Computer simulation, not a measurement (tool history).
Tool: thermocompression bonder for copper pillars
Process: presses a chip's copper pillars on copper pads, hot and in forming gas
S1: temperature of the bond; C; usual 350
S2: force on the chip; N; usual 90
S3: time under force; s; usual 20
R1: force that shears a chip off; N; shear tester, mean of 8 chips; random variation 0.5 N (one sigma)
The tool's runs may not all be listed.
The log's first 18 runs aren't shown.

At hour 963.9: force cell calibrated.
Run 19, hour 978.3: usual settings but S2 83 N. Result: R1 38.7 N.
Run 20, hour 1012.7: usual settings but S2 83 N. Result: R1 37.4 N.
At hour 1025: forming gas filter changed.
Run 21, hour 1094.1: usual settings but S2 58 N. Result: R1 31.4 N.
Run 22, hour 1160.2: usual settings but S2 58 N. Result: R1 31.5 N.
Run 23, hour 1195.4: usual settings but S1 373 C, S2 105 N. Result: R1 55.4 N.
Run 24, hour 1242.6: usual settings but S1 371 C, S2 105 N, S3 30 s. Result: R1 59.3 N.
Run 25, hour 1311.6: usual settings but S1 371 C, S2 105 N, S3 30 s. Result: R1 59.6 N.
Run 26, hour 1360.7: usual settings but S1 380 C, S2 56 N, S3 55 s. Result: R1 56.6 N.
Run 27, hour 1408.3: usual settings but S1 354 C, S2 91 N. Result: R1 39.9 N.

Run 28 comes next. What will it give?
Run 28, hour 1459.4: usual settings but S1 363 C, S2 64 N, S3 14 s. Result: R1 ?.

Run 28 gave R1 31.1 N.
Without the tool's hidden state the same run would have given R1 36.4 N.
